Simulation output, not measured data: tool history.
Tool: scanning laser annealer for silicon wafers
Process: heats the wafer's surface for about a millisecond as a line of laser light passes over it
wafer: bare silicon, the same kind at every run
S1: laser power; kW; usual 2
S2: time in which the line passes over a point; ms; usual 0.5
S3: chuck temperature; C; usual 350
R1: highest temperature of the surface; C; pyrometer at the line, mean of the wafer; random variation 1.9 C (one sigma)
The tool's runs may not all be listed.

run 1 hour=0 | S1=2 S2=0.5 S3=350 | R1=1117
run 2 hour=7 | S1=2 S2=0.5 S3=350 | R1=1117
run 3 hour=15 | S1=2 S2=0.5 S3=350 | R1=1119
run 4 hour=19 | S1=2 S2=0.5 S3=350 | R1=1120
run 5 hour=27.3 | S1=2 S2=0.5 S3=350 | R1=1116
run 6 hour=33.8 | S1=2 S2=0.5 S3=350 | R1=1118
run 7 hour=42 | S1=2 S2=0.5 S3=350 | R1=1114
run 8 hour=47.5 | S1=2 S2=0.5 S3=350 | R1=1117
run 9 hour=55.6 | S1=1.881 S2=0.5 S3=350 | R1=1067
run 10 hour=61.9 | S1=2 S2=0.358 S3=350 | R1=1010
run 11 hour=69.8 | S1=2 S2=0.358 S3=350 | R1=1011
run 12 hour=78 | S1=2 S2=0.5 S3=350 | R1=1113
run 13 hour=83.2 | S1=2 S2=0.5 S3=350 | R1=1115
run 14 hour=91.8 | S1=2 S2=0.414 S3=350 | R1=1054
run 15 hour=100.3 | S1=2 S2=0.5 S3=350 | R1=1112
run 16 hour=105.7 | S1=2 S2=0.5 S3=350 | R1=1114
-- hour=115.9 window over the wafer cleaned
run 17 hour=115.9 | S1=2.137 S2=0.41 S3=327 | R1=1108
run 18 hour=120 | S1=1.981 S2=0.5 S3=358 | R1=1147
run 19 hour=127.9 | S1=2.191 S2=0.38 S3=354 | R1=1131
run 20 hour=135.5 | S1=2.076 S2=0.49 S3=374 | R1=1197
run 21 hour=143.5 | S1=2.076 S2=0.49 S3=374 | R1=1196
run 22 hour=148.2 | S1=1.724 S2=0.399 S3=353 | R1=968
run 23 hour=153.2 | S1=2.179 S2=0.618 S3=387 | R1=1347
run 24 hour=161.9 | S1=1.97 S2=0.425 S3=387 | R1=1112
run 25 hour=170.7 | S1=1.97 S2=0.425 S3=387 | R1=1114
run 26 hour=175.4 | S1=1.97 S2=0.425 S3=387 | R1=1115
run 27 hour=179.1 | S1=2.088 S2=0.5 S3=350 | R1=1179
run 28 hour=187.7 | S1=2 S2=0.365 S3=370 | R1=1059
run 29 hour=192.5 | S1=2 S2=0.5 S3=362 | R1=1158
run 30 hour=199.5 | S1=2.063 S2=0.436 S3=313 | R1=1083
run 31 hour=206.2 | S1=2.063 S2=0.436 S3=313 | R1=1084

Forecast each of these 4 alternatives for the next run:
run A hour=214 | S1=2.063 S2=0.378 S3=313 | R1=?
run B hour=214 | S1=2.063 S2=0.456 S3=383 | R1=?
run C hour=214 | S1=1.737 S2=0.534 S3=359 | R1=?
run D hour=214 | S1=2 S2=0.517 S3=350 | R1=?

run=A R1=1034
run=B R1=1168
run=C R1=1061
run=D R1=1154
Without the tool's hidden state the same runs would have given:
run=A R1=1042
run=B R1=1177
run=C R1=1069
run=D R1=1163
